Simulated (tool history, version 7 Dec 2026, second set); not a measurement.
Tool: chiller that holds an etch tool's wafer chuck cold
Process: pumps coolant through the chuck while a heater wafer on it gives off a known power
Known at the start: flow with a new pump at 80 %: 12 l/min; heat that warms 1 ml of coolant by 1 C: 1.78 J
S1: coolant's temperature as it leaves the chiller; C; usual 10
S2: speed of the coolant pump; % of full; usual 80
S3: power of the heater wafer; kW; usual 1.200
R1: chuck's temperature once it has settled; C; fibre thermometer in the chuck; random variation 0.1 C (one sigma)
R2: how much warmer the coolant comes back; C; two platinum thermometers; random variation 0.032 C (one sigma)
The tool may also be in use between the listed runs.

Run 1, hour 0.0: usual settings. Result: R1 22.6 C, R2 3.41 C.
Run 2, hour 26.6: usual settings. Result: R1 22.8 C, R2 3.39 C.
Run 3, hour 56.3: usual settings. Result: R1 22.9 C, R2 3.54 C.
Run 4, hour 83.8: usual settings. Result: R1 22.9 C, R2 3.44 C.
Run 5, hour 104.5: usual settings. Result: R1 22.7 C, R2 3.43 C.
Run 6, hour 123.8: usual settings. Result: R1 22.8 C, R2 3.46 C.
Run 7, hour 153.9: usual settings but S2 87 % of full. Result: R1 22.0 C, R2 3.23 C.
Run 8, hour 184.0: usual settings but S1 16 C, S2 92 % of full, S3 1.271 kW. Result: R1 28.3 C, R2 3.14 C.
Run 9, hour 213.2: usual settings but S1 16 C, S2 92 % of full, S3 1.271 kW. Result: R1 28.1 C, R2 3.09 C.
Run 10, hour 241.1: usual settings but S1 4 C, S2 60 % of full, S3 0.625 kW. Result: R1 12.3 C, R2 2.47 C.
Run 11, hour 277.4: usual settings but S1 4 C, S2 60 % of full, S3 0.625 kW. Result: R1 12.4 C, R2 2.45 C.
Run 12, hour 312.2: usual settings but S2 68 % of full. Result: R1 24.6 C, R2 4.15 C.
Run 13, hour 339.3: usual settings but S1 6 C, S2 81 % of full. Result: R1 18.8 C, R2 3.42 C.

Forecast each of these 3 alternatives for the next run:
Run A, hour 357.1: usual settings but S1 9 C, S2 79 % of full, S3 1.607 kW. Result: R1 ?, R2 ?.
Run B, hour 357.1: usual settings but S1 11 C, S2 65 % of full, S3 0.879 kW. Result: R1 ?, R2 ?.
Run C, hour 357.1: usual settings but S1 6 C, S2 84 % of full. Result: R1 ?, R2 ?.

run    R1    R2
  A  26.4  4.66
  B  22.2  3.22
  C  18.5  3.25
Without the tool's hidden state the same runs would have given:
run    R1    R2
  A  24.8  4.51
  B  21.2  3.12
  C  17.4  3.15
